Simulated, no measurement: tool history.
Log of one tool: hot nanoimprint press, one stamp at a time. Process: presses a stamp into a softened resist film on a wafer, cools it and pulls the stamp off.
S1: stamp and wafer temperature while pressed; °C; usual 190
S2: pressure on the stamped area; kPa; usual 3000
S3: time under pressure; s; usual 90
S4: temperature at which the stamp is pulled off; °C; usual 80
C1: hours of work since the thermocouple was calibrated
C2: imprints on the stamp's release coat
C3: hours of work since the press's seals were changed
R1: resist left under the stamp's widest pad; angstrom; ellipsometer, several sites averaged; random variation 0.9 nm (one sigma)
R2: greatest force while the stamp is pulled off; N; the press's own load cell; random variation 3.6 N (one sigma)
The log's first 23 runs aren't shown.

run	hour	S1	S2	S3	S4	C1	C2	C3	R1	R2
24	283.7	190	3000	60	65	10	563	463	1475	238
# hour 296.8: plate thermocouple calibrated, once more
25	297.5	190	3000	72	73	0	612	469	1366	218
26	308.6	190	3000	90	67	7	662	476	1254	238
27	320.3	190	4100	89	80	14	716	483	1088	192
28	331.2	190	3000	72	71	20	765	489	1357	223
29	341.3	184	2570	72	71	26	811	495	1717	221
30	358.5	184	2570	72	71	36	889	505	1726	226
31	376.6	201	2080	168	71	47	972	516	836	227

3 ways to go on from here, each from the tool as it stands after run 31. What would each give?
A	385.2	188	3000	173	78	52	1011	521	?	?
B	385.2	189	3150	168	84	52	1011	521	?	?
C	385.2	184	2080	168	69	52	1011	521	?	?

run	R1	R2
A	1079	208
B	1032	180
C	1518	242
Without the tool's hidden state the same runs would have given:
run	R1	R2
A	1058	185
B	1010	160
C	1500	215
